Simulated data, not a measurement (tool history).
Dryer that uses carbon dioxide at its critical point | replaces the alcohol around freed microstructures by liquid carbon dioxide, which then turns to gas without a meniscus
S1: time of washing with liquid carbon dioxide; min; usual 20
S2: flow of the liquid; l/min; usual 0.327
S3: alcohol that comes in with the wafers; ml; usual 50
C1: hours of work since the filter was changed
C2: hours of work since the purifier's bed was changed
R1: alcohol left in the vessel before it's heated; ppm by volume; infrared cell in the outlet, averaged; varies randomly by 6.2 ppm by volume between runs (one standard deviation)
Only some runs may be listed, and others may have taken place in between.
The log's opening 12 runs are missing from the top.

run,hour,S1,S2,S3,C1,C2,R1
13,302.6,20,0.327,50,149,466,353
14,321.9,20,0.327,50,157,474,365
15,342.9,20,0.327,50,165,482,365
16,368.5,20,0.327,50,176,493,371
17,397.6,20,0.327,50,188,505,379
18,423.6,20,0.327,50,199,515,361
19,438.3,20,0.327,50,205,521,386
20,453.8,20,0.327,50,211,528,384
21,481.9,20,0.327,50,222,539,400
22,499.2,20,0.327,50,230,546,388
# hour 514.6: inlet filter changed
23,531.7,25,0.327,50,7,559,136
24,547.7,20,0.327,50,14,566,322
25,566.9,20,0.327,50,21,574,308
26,591.4,20,0.295,23,32,584,254
27,608.1,25,0.312,34,38,591,141
28,621.2,13,0.327,101,44,596,3391

What will run 29 give?
29,634.9,13,0.327,101,49,602,?

{"run 29": {"R1": 3385}}
Without the tool's hidden state the same run would have given R1 3168 ppm by volume.
